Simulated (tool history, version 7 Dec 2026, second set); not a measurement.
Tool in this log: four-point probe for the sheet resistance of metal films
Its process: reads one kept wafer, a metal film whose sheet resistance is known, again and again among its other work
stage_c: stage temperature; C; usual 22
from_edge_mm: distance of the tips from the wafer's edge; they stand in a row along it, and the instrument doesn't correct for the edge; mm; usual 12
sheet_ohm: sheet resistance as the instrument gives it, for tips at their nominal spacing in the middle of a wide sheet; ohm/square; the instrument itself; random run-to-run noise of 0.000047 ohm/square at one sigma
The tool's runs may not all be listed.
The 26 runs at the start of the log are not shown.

run	hour	stage_c	from_edge_mm	sheet_ohm
27	469.3	30	6	0.233654
28	493.4	30	6	0.233589
29	507.6	30	6	0.233552
30	518.0	24	28	0.232549
31	530.6	24	28	0.232539
32	544.0	30	36	0.232617
33	568.6	27	5	0.233700
34	580.0	30	6	0.233417
35	603.7	30	6	0.233253
36	623.7	30	6	0.233238

Predict each of these 5 candidate next runs independently; none follows another, all start after run 36:
A	641.4	29	41	?
B	641.4	22	4	?
C	641.4	23	33	?
D	641.4	34	25	?
E	641.4	24	35	?

run	sheet_ohm
A	0.232373
B	0.234079
C	0.232150
D	0.232405
E	0.232253
Stripped of hidden state, with their random variation kept, the same runs would have yielded:
run	sheet_ohm
A	0.233353
B	0.235062
C	0.233126
D	0.233387
E	0.233230
